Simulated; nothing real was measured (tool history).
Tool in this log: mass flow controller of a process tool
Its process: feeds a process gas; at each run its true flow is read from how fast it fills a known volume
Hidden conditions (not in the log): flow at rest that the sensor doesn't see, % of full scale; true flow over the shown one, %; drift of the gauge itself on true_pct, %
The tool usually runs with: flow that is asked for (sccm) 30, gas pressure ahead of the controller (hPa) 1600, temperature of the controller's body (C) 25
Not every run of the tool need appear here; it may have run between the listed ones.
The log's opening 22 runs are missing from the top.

| run | hour | flow that is asked for (sccm) | gas pressure ahead of the controller (hPa) | temperature of the controller's body (C) | hours of work since the controller was set to zero | hours of work since the controller was changed | true flow (%) |
|---|---|---|---|---|---|---|---|
| 23 | 7677.2 | 30 | 1600 | 28 | 5957 | 5957 | 98.82 |
| 24 | 8057.2 | 30 | 1600 | 28 | 6252 | 6252 | 98.98 |
| 25 | 8531.0 | 6 | 1600 | 23 | 6619 | 6619 | 91.45 |
| 26 | 9003.1 | 30 | 2000 | 36 | 6985 | 6985 | 97.89 |
| 27 | 9458.0 | 30 | 2000 | 24 | 7338 | 7338 | 98.63 |
| 28 | 9680.0 | 30 | 2000 | 24 | 7511 | 7511 | 98.56 |
| 29 | 10071.4 | 30 | 2000 | 24 | 7814 | 7814 | 98.63 |
| 30 | 10319.7 | 30 | 2000 | 24 | 8007 | 8007 | 98.59 |
| 31 | 10648.6 | 16 | 1770 | 40 | 8262 | 8262 | 95.49 |
| 32 | 10926.0 | 11 | 2050 | 23 | 8477 | 8477 | 94.13 |
|  | 11055.4 | controller's zero set anew |
| 33 | 11261.5 | 6 | 1830 | 29 | 160 | 8737 | 99.09 |
| 34 | 11601.3 | 9 | 1600 | 33 | 424 | 9001 | 99.04 |
| 35 | 12072.8 | 9 | 1600 | 33 | 789 | 9367 | 98.76 |
| 36 | 12337.9 | 6 | 2530 | 22 | 995 | 9573 | 98.03 |
| 37 | 12722.7 | 42 | 1630 | 28 | 1294 | 9871 | 101.09 |
| 38 | 13055.4 | 25 | 1700 | 39 | 1552 | 10129 | 99.52 |
| 39 | 13337.4 | 13 | 2210 | 30 | 1771 | 10348 | 98.40 |
| 40 | 13861.5 | 13 | 2210 | 30 | 2177 | 10755 | 98.17 |
| 41 | 14344.1 | 7 | 2490 | 25 | 2552 | 11129 | 96.69 |
| 42 | 14735.2 | 30 | 1480 | 27 | 2855 | 11433 | 100.42 |
| 43 | 15214.1 | 30 | 1480 | 27 | 3227 | 11804 | 100.46 |
| 44 | 15687.0 | 8 | 1600 | 25 | 3594 | 12171 | 96.59 |
| 45 | 16033.3 | 8 | 1600 | 25 | 3862 | 12440 | 96.57 |
| 46 | 16558.2 | 10 | 1780 | 25 | 4270 | 12847 | 96.92 |
| 47 | 17064.1 | 10 | 2640 | 26 | 4662 | 13240 | 96.26 |

4 ways to go on from here, each from the tool as it stands after run 47. What would each give?
|  | 17262.4 | controller exchanged for a calibrated one |
| A | 17546.8 | 10 | 1750 | 36 | 221 | 221 | ? |
|  | 17262.4 | controller exchanged for a calibrated one |
| B | 17546.8 | 28 | 2040 | 28 | 221 | 221 | ? |
|  | 17262.4 | controller exchanged for a calibrated one |
| C | 17546.8 | 8 | 2660 | 37 | 221 | 221 | ? |
|  | 17262.4 | controller exchanged for a calibrated one |
| D | 17546.8 | 28 | 1600 | 25 | 221 | 221 | ? |

| run | true flow (%) |
|---|---|
| A | 97.48 |
| B | 98.78 |
| C | 96.70 |
| D | 99.17 |
Take away the tool's hidden state, keep each run's random variation, and the runs would have read:
| run | true flow (%) |
|---|---|
| A | 97.77 |
| B | 98.91 |
| C | 97.06 |
| D | 99.30 |
